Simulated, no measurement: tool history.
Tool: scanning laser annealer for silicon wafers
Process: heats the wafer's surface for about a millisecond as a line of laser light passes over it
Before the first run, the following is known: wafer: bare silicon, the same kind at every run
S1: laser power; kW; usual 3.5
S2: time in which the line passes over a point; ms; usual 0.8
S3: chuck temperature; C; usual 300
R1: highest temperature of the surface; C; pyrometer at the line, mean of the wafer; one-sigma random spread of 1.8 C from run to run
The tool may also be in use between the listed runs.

run   hour     S1     S2   S3    R1
  1      0    3.5    0.8  300  1023
  2   14.2    3.5    0.8  300  1024
  3   25.1    3.5    0.8  300  1021
  4   39.9    3.5    0.8  300  1021
  5   50.8  3.043    0.8  300   924
  6   63.4    3.5    0.8  300  1020
  7   74.1    3.5    0.8  300  1021
  8   81.2    3.5    0.8  300  1017
  9   95.2    3.5    0.8  300  1021
 10  103.1  3.562    0.8  300  1027
 11  110.2    3.5    0.8  332  1048
 12  117.8    3.5    0.8  332  1046
 13    130  3.826    0.8  332  1111
 14  144.8  3.826    0.8  328  1106
 15  152.1  3.826    0.8  328  1104
 16  165.7  3.809  0.694  297  1024
 17  175.8  3.809  0.694  297  1021
 18  185.8    3.5    0.8  300  1009
 19  199.7   3.28  0.841  300   981
 20  212.8  3.631  0.565  300   928
 21  225.1  3.631  0.565  300   928
 22  239.8    3.5  0.704  300   966
 23  250.7    3.5  0.704  300   963
 24  261.4  3.734  0.564  325   967
 25  270.2  3.433  0.896  277  1002
 26  278.8  3.389  0.605  300   904

A few steps of R1 between consecutive runs. Split each: what settings, incoming material and random variation would produce without the hidden state, and what is left over for the hidden state, along with gauge scatter present in only one of the two compared results (measured, and without hidden state):
What the log doesn't record here: light that passes the window, % of a clean one's; laser's true power over the reading, %; width of the line over the set one, %; drift of the gauge itself on peak_c, C.
Run 4 -> 5: S1 3.5 -> 3.043. R1 -97 C: hidden state +0, all else -97.
Run 24 -> 25: S1 3.734 -> 3.433, S2 0.564 -> 0.896, S3 325 -> 277. R1 +35 C: hidden state -3, all else +38.
Run 25 -> 26: S1 3.433 -> 3.389, S2 0.896 -> 0.605, S3 277 -> 300. R1 -98 C: hidden state +3, all else -101.
